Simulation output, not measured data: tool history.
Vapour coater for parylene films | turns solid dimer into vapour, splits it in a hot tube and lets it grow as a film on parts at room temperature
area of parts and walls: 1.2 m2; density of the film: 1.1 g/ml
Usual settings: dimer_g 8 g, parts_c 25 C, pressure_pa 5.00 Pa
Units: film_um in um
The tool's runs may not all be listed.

{"run": 1, "hour": 0.0, "dimer_g": 8, "parts_c": 25, "pressure_pa": 5.0, "film_um": 2.88}
{"run": 2, "hour": 40.0, "dimer_g": 8, "parts_c": 25, "pressure_pa": 5.0, "film_um": 2.87}
{"run": 3, "hour": 84.3, "dimer_g": 8, "parts_c": 29, "pressure_pa": 5.0, "film_um": 2.63}
{"run": 4, "hour": 119.6, "dimer_g": 8, "parts_c": 29, "pressure_pa": 5.0, "film_um": 2.63}
{"run": 5, "hour": 187.9, "dimer_g": 8, "parts_c": 29, "pressure_pa": 5.0, "film_um": 2.65}
{"hour": 232.1, "done": "trap's valve overhauled"}
{"run": 6, "hour": 266.4, "dimer_g": 8, "parts_c": 25, "pressure_pa": 5.0, "film_um": 2.89}
{"hour": 318.1, "done": "table's thermometer calibrated"}
{"run": 7, "hour": 322.2, "dimer_g": 8, "parts_c": 25, "pressure_pa": 4.67, "film_um": 2.9}
{"run": 8, "hour": 359.6, "dimer_g": 8, "parts_c": 25, "pressure_pa": 5.0, "film_um": 2.9}
{"run": 9, "hour": 426.6, "dimer_g": 8, "parts_c": 25, "pressure_pa": 5.0, "film_um": 2.88}
{"run": 10, "hour": 503.3, "dimer_g": 8, "parts_c": 27, "pressure_pa": 5.0, "film_um": 2.76}
{"run": 11, "hour": 557.3, "dimer_g": 8, "parts_c": 25, "pressure_pa": 5.0, "film_um": 2.88}
{"run": 12, "hour": 623.4, "dimer_g": 7, "parts_c": 28, "pressure_pa": 9.79, "film_um": 2.15}
{"hour": 673.7, "done": "trap's valve overhauled"}
{"run": 13, "hour": 688.8, "dimer_g": 8, "parts_c": 30, "pressure_pa": 2.76, "film_um": 2.78}
{"run": 14, "hour": 755.5, "dimer_g": 6, "parts_c": 33, "pressure_pa": 3.58, "film_um": 1.88}
{"run": 15, "hour": 836.2, "dimer_g": 5, "parts_c": 25, "pressure_pa": 2.53, "film_um": 1.99}
{"run": 16, "hour": 880.7, "dimer_g": 5, "parts_c": 25, "pressure_pa": 2.53, "film_um": 1.97}
{"run": 17, "hour": 917.7, "dimer_g": 5, "parts_c": 28, "pressure_pa": 5.0, "film_um": 1.7}

The next listed run, before its measurement:
{"run": 18, "hour": 995.4, "dimer_g": 5, "parts_c": 28, "pressure_pa": 5.0, "film_um": "?"}

Run 18 gave film_um 1.71 um.
Without the tool's hidden state the same run would have given film_um 1.69 um.
